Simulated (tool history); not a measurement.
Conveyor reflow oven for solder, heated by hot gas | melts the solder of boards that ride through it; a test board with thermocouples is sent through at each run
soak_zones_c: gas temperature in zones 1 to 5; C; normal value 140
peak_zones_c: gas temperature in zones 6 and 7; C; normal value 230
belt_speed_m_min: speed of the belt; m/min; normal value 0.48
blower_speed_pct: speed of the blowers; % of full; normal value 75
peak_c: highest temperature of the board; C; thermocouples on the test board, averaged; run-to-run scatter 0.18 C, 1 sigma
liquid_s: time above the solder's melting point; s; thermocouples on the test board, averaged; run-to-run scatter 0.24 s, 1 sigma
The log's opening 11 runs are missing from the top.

Run 12, hour 158.1: usual settings. Result: peak_c 213.3 C, liquid_s 63.3 s.
Run 13, hour 168.3: usual settings. Result: peak_c 212.7 C, liquid_s 63.2 s.
Run 14, hour 181: usual settings. Result: peak_c 212.8 C, liquid_s 62.8 s.
Run 15, hour 190.5: usual settings. Result: peak_c 212.9 C, liquid_s 63.1 s.
Run 16, hour 212.9: usual settings. Result: peak_c 212.8 C, liquid_s 63 s.
At hour 218.9: belt drive overhauled, speed set with a stopwatch.
Run 17, hour 237.9: usual settings but peak_zones_c 244 C, belt_speed_m_min 0.414 m/min. Result: peak_c 229.5 C, liquid_s 89.9 s.
Run 18, hour 248.2: usual settings but peak_zones_c 228 C, belt_speed_m_min 0.536 m/min. Result: peak_c 208 C, liquid_s 51 s.
Run 19, hour 265.7: usual settings but peak_zones_c 228 C, belt_speed_m_min 0.536 m/min. Result: peak_c 207.7 C, liquid_s 50.9 s.
Run 20, hour 279.7: usual settings but peak_zones_c 228 C, belt_speed_m_min 0.536 m/min. Result: peak_c 207.6 C, liquid_s 51 s.
Run 21, hour 292.1: usual settings but soak_zones_c 151 C, blower_speed_pct 52 % of full. Result: peak_c 207.8 C, liquid_s 60.7 s.
Run 22, hour 304.4: usual settings but blower_speed_pct 68 % of full. Result: peak_c 210.6 C, liquid_s 61 s.
Run 23, hour 322.8: usual settings but soak_zones_c 143 C, blower_speed_pct 63 % of full. Result: peak_c 209.7 C, liquid_s 60.6 s.
At hour 339.2: belt drive overhauled, speed set with a stopwatch, once more.
Run 24, hour 340.7: usual settings but soak_zones_c 143 C, blower_speed_pct 63 % of full. Result: peak_c 209.2 C, liquid_s 58.1 s.
Run 25, hour 352.7: usual settings but soak_zones_c 135 C, peak_zones_c 238 C, belt_speed_m_min 0.406 m/min, blower_speed_pct 61 % of full. Result: peak_c 219.2 C, liquid_s 77.9 s.
At hour 361: flux residue cleaned out of gas plates and filters.
Run 26, hour 378.2: usual settings but soak_zones_c 131 C, belt_speed_m_min 0.492 m/min. Result: peak_c 210.2 C, liquid_s 54.8 s.
Run 27, hour 400.9: usual settings but soak_zones_c 131 C, belt_speed_m_min 0.492 m/min. Result: peak_c 210.3 C, liquid_s 54.8 s.
Run 28, hour 415: usual settings but peak_zones_c 238 C, belt_speed_m_min 0.491 m/min, blower_speed_pct 50 % of full. Result: peak_c 209.6 C, liquid_s 54.3 s.
Run 29, hour 437.7: usual settings but soak_zones_c 154 C, blower_speed_pct 71 % of full. Result: peak_c 214.2 C, liquid_s 70.7 s.
Run 30, hour 453.5: usual settings but peak_zones_c 228 C. Result: peak_c 210.9 C, liquid_s 60.3 s.
Run 31, hour 470.3: usual settings. Result: peak_c 212.7 C, liquid_s 61.9 s.

Here are 3 independent what-if runs from the current tool condition. What would each one return?
Run A, hour 486.3: usual settings but peak_zones_c 220 C, belt_speed_m_min 0.571 m/min, blower_speed_pct 56 % of full. Result: peak_c ?, liquid_s ?.
Run B, hour 486.3: usual settings but blower_speed_pct 86 % of full. Result: peak_c ?, liquid_s ?.
Run C, hour 486.3: usual settings but soak_zones_c 145 C. Result: peak_c ?, liquid_s ?.

run  peak_c  liquid_s
  A   191.9      21.9
  B   215.5      65.3
  C   213.4      65.1
Stripped of hidden state, with their random variation kept, the same runs would have yielded:
run  peak_c  liquid_s
  A   193.7      25.5
  B   217.7      67.3
  C   215.5      67.2
